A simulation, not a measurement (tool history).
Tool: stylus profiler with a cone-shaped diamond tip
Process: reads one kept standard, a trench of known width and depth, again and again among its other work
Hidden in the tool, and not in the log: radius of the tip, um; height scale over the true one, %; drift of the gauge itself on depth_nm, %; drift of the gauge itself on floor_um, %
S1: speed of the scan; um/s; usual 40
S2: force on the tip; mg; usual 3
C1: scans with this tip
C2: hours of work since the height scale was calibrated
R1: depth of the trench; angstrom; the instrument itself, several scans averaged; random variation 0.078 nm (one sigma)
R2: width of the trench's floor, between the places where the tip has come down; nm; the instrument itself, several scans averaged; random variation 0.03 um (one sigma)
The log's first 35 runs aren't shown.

run	hour	S1	S2	C1	C2	R1	R2
36	687.8	87	2.3	11257	768	5078.8	22910
37	713.3	21	8.26	11513	786	5169.4	23090
38	737.3	21	8.26	11754	802	5170	23040
39	749.6	13	4.45	11877	811	5116.5	22970
40	776.5	63	6.86	12147	829	5150.9	22910
41	796.3	16	3	12345	843	5092.1	22890
42	821.1	16	3	12593	860	5093.4	22960
43	849.6	22	2.1	12879	879	5075.7	22800
44	867.5	43	5.3	13058	891	5130.4	22790
45	882.4	98	3	13208	902	5091.5	22610

Run 46 comes next. What will it give?
46	896.1	49	2.77	13345	911	?	?

{"run 46": {"R1": 5089.6, "R2": 22650}}
Without the tool's hidden state the same run would have given R1 5075 angstrom, R2 25500 nm.
